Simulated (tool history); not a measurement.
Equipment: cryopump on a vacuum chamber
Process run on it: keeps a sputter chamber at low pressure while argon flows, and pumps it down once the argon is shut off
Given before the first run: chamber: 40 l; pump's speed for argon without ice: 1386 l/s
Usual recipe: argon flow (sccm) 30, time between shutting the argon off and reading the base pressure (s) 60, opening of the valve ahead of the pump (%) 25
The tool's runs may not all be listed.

run	day	argon flow (sccm)	time between shutting the argon off and reading the base pressure (s)	opening of the valve ahead of the pump (%)	pressure while argon flows (Pa)	pressure after the wait (uPa)
1	0.000	30	60	25	0.1479	1.99
2	0.321	30	60	25	0.1463	1.99
3	0.854	30	60	25	0.1478	2.03
4	1.367	30	60	33	0.1121	2.06
5	1.683	30	60	33	0.1109	1.98
6	2.271	12	60	25	0.0588	2.01
7	2.583	12	60	25	0.0589	2.02
8	2.867	12	60	25	0.0585	2.04
9	3.404	20	60	25	0.0975	1.99
10	4.008	20	60	25	0.0984	2.01
11	4.325	20	60	25	0.0980	2.03
12	4.675	30	60	25	0.1483	1.99
13	5.175	30	60	25	0.1481	2.02
14	5.617	38	60	25	0.1868	2.10
15	6.217	38	60	25	0.1889	2.08
16	6.812	38	60	25	0.1876	2.02
17	7.392	38	60	25	0.1888	2.04
18	7.967	38	60	25	0.1885	2.04
19	8.554	30	21	25	0.1458	4.40
20	9.117	30	21	25	0.1480	4.53
21	9.429	41	20	41	0.1246	4.67

For run 22, what comes out?
22	9.925	23	23	16	?	?

{"run 22": {"pressure while argon flows (Pa)": 0.176, "pressure after the wait (uPa)": 4.2}}
If the tool had no hidden condition, the same run with the same run-to-run variation would have returned pressure while argon flows (Pa) 0.1748, pressure after the wait (uPa) 3.66.
